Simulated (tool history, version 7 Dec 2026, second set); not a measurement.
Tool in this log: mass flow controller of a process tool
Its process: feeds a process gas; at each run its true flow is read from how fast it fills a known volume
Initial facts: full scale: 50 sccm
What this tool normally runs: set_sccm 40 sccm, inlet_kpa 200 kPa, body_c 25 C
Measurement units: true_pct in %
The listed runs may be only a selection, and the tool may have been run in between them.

run,hour,set_sccm,inlet_kpa,body_c,true_pct
1,0,40,200,25,99.16
2,163.9,40,200,25,99.26
3,381.4,40,200,25,99.14
4,592.4,40,200,25,99.11
5,834.7,40,200,25,99.15
6,1028.1,10,198,24,96.93
7,1147.2,6,244,24,96.68
8,1268.5,6,217,21,96.29
9,1390,46,200,30,99.84
10,1682.9,15,214,25,97.28

Predict each of these 3 candidate next runs independently; none follows another, all start after run 10:
A,1929.9,17,180,25,?
B,1929.9,32,200,25,?
C,1929.9,9,259,24,?

run,true_pct
A,97.18
B,98.26
C,96.61
What these runs would have given with no unlogged condition in the tool:
run,true_pct
A,97.77
B,98.86
C,97.2

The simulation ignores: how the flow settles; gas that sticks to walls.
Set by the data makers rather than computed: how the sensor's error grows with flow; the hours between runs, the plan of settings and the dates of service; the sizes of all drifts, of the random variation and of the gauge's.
